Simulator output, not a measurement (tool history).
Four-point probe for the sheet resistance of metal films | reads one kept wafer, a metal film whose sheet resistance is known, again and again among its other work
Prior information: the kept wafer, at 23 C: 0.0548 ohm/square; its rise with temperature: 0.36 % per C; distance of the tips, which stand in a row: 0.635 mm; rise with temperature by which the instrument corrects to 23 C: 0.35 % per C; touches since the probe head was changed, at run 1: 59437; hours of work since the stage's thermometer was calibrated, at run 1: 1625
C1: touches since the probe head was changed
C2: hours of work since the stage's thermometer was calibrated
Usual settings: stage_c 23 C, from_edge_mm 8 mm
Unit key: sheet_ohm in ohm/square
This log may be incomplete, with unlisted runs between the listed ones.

{"run": 1, "hour": 0.0, "stage_c": 23, "from_edge_mm": 8, "C1": 59437, "C2": 1625, "sheet_ohm": 0.05551}
{"run": 2, "hour": 46.8, "stage_c": 30, "from_edge_mm": 8, "C1": 62679, "C2": 1661, "sheet_ohm": 0.055571}
{"run": 3, "hour": 93.3, "stage_c": 19, "from_edge_mm": 8, "C1": 65899, "C2": 1698, "sheet_ohm": 0.055565}
{"run": 4, "hour": 128.1, "stage_c": 19, "from_edge_mm": 8, "C1": 68310, "C2": 1725, "sheet_ohm": 0.055567}
{"run": 5, "hour": 195.6, "stage_c": 19, "from_edge_mm": 8, "C1": 72985, "C2": 1778, "sheet_ohm": 0.055612}
{"run": 6, "hour": 259.0, "stage_c": 19, "from_edge_mm": 8, "C1": 77374, "C2": 1827, "sheet_ohm": 0.055648}
{"run": 7, "hour": 292.8, "stage_c": 19, "from_edge_mm": 8, "C1": 79715, "C2": 1854, "sheet_ohm": 0.055675}
{"run": 8, "hour": 351.5, "stage_c": 19, "from_edge_mm": 8, "C1": 83782, "C2": 1900, "sheet_ohm": 0.05572}
{"run": 9, "hour": 381.0, "stage_c": 23, "from_edge_mm": 8, "C1": 85824, "C2": 1923, "sheet_ohm": 0.055739}
{"run": 10, "hour": 412.5, "stage_c": 23, "from_edge_mm": 8, "C1": 88003, "C2": 1947, "sheet_ohm": 0.05576}
{"run": 11, "hour": 456.0, "stage_c": 23, "from_edge_mm": 55, "C1": 91014, "C2": 1981, "sheet_ohm": 0.055591}
{"run": 12, "hour": 527.6, "stage_c": 24, "from_edge_mm": 8, "C1": 95975, "C2": 2037, "sheet_ohm": 0.055841}
{"run": 13, "hour": 560.0, "stage_c": 23, "from_edge_mm": 8, "C1": 98218, "C2": 2063, "sheet_ohm": 0.055865}
{"hour": 591.8, "done": "new probe head fitted"}
{"run": 14, "hour": 616.4, "stage_c": 23, "from_edge_mm": 8, "C1": 1703, "C2": 2106, "sheet_ohm": 0.05489}
{"run": 15, "hour": 666.7, "stage_c": 23, "from_edge_mm": 56, "C1": 5185, "C2": 2145, "sheet_ohm": 0.054723}
{"run": 16, "hour": 706.1, "stage_c": 23, "from_edge_mm": 56, "C1": 7914, "C2": 2176, "sheet_ohm": 0.054752}
{"run": 17, "hour": 767.9, "stage_c": 23, "from_edge_mm": 56, "C1": 12192, "C2": 2224, "sheet_ohm": 0.054801}
{"run": 18, "hour": 825.5, "stage_c": 23, "from_edge_mm": 8, "C1": 16183, "C2": 2269, "sheet_ohm": 0.054998}
{"run": 19, "hour": 880.0, "stage_c": 23, "from_edge_mm": 8, "C1": 19961, "C2": 2312, "sheet_ohm": 0.055044}
{"run": 20, "hour": 911.4, "stage_c": 23, "from_edge_mm": 8, "C1": 22136, "C2": 2337, "sheet_ohm": 0.05508}
{"run": 21, "hour": 968.2, "stage_c": 23, "from_edge_mm": 8, "C1": 26068, "C2": 2381, "sheet_ohm": 0.055084}
{"run": 22, "hour": 1035.9, "stage_c": 24, "from_edge_mm": 8, "C1": 30753, "C2": 2434, "sheet_ohm": 0.055147}
{"run": 23, "hour": 1070.6, "stage_c": 24, "from_edge_mm": 8, "C1": 33158, "C2": 2461, "sheet_ohm": 0.055158}
{"run": 24, "hour": 1134.2, "stage_c": 24, "from_edge_mm": 8, "C1": 37560, "C2": 2511, "sheet_ohm": 0.055214}
{"run": 25, "hour": 1188.3, "stage_c": 24, "from_edge_mm": 8, "C1": 41310, "C2": 2553, "sheet_ohm": 0.055226}
{"hour": 1241.8, "done": "stage's thermometer calibrated"}
{"run": 26, "hour": 1251.1, "stage_c": 24, "from_edge_mm": 8, "C1": 45622, "C2": 7, "sheet_ohm": 0.055135}
{"run": 27, "hour": 1290.5, "stage_c": 24, "from_edge_mm": 8, "C1": 48354, "C2": 38, "sheet_ohm": 0.055161}
{"run": 28, "hour": 1323.3, "stage_c": 24, "from_edge_mm": 54, "C1": 50627, "C2": 64, "sheet_ohm": 0.055}
{"run": 29, "hour": 1381.6, "stage_c": 23, "from_edge_mm": 49, "C1": 54664, "C2": 109, "sheet_ohm": 0.055036}
{"run": 30, "hour": 1416.0, "stage_c": 23, "from_edge_mm": 41, "C1": 57045, "C2": 136, "sheet_ohm": 0.055066}
{"run": 31, "hour": 1461.7, "stage_c": 21, "from_edge_mm": 18, "C1": 60211, "C2": 172, "sheet_ohm": 0.055113}
{"run": 32, "hour": 1522.2, "stage_c": 18, "from_edge_mm": 53, "C1": 64402, "C2": 219, "sheet_ohm": 0.055113}
{"run": 33, "hour": 1581.3, "stage_c": 18, "from_edge_mm": 53, "C1": 68490, "C2": 265, "sheet_ohm": 0.055132}
{"run": 34, "hour": 1621.0, "stage_c": 18, "from_edge_mm": 53, "C1": 71241, "C2": 296, "sheet_ohm": 0.055179}
{"run": 35, "hour": 1682.9, "stage_c": 32, "from_edge_mm": 9, "C1": 75531, "C2": 345, "sheet_ohm": 0.055371}
{"run": 36, "hour": 1753.2, "stage_c": 32, "from_edge_mm": 9, "C1": 80396, "C2": 400, "sheet_ohm": 0.055424}
{"run": 37, "hour": 1823.9, "stage_c": 23, "from_edge_mm": 7, "C1": 85294, "C2": 455, "sheet_ohm": 0.055556}
{"run": 38, "hour": 1869.5, "stage_c": 23, "from_edge_mm": 7, "C1": 88449, "C2": 491, "sheet_ohm": 0.055559}
{"run": 39, "hour": 1899.7, "stage_c": 23, "from_edge_mm": 7, "C1": 90541, "C2": 514, "sheet_ohm": 0.05558}
{"run": 40, "hour": 1953.3, "stage_c": 20, "from_edge_mm": 7, "C1": 94252, "C2": 556, "sheet_ohm": 0.055608}
{"run": 41, "hour": 1985.7, "stage_c": 20, "from_edge_mm": 7, "C1": 96495, "C2": 582, "sheet_ohm": 0.055612}
{"run": 42, "hour": 2016.6, "stage_c": 20, "from_edge_mm": 7, "C1": 98641, "C2": 606, "sheet_ohm": 0.055665}
{"hour": 2040.6, "done": "new probe head fitted"}
{"run": 43, "hour": 2067.7, "stage_c": 20, "from_edge_mm": 7, "C1": 1878, "C2": 645, "sheet_ohm": 0.055155}
{"run": 44, "hour": 2115.2, "stage_c": 20, "from_edge_mm": 6, "C1": 5165, "C2": 682, "sheet_ohm": 0.055265}
{"run": 45, "hour": 2165.3, "stage_c": 20, "from_edge_mm": 6, "C1": 8637, "C2": 721, "sheet_ohm": 0.055297}

Describe how what the log doesn't record of the tool's condition differs between the last listed run preceding each entry between runs and the first listed run following it.
From run 13 to run 14: new probe head fitted (hour 591.8)
  inner tips' distance over the nominal, %: 1.289 -> -0.352; tips' flats over new ones', %: 104 -> 2; wafer's true temperature over the reading, C: 0.5 -> 0.51
  the result without the hidden state subtracted from the measured one, sheet_ohm: +0.000869 -> -0.000109 ohm/square
From run 25 to run 26: stage's thermometer calibrated (hour 1241.8)
  inner tips' distance over the nominal, %: 0.207 -> 0.268; tips' flats over new ones', %: 46 -> 51; wafer's true temperature over the reading, C: 0.62 -> -0.02
  the result without the hidden state subtracted from the measured one, sheet_ohm: +0.000244 -> +0.000155 ohm/square
From run 42 to run 43: new probe head fitted (hour 2040.6)
  inner tips' distance over the nominal, %: 1 -> 0.165; tips' flats over new ones', %: 108 -> 2; wafer's true temperature over the reading, C: 0.12 -> 0.13
  the result without the hidden state subtracted from the measured one, sheet_ohm: +0.000620 -> +0.000124 ohm/square
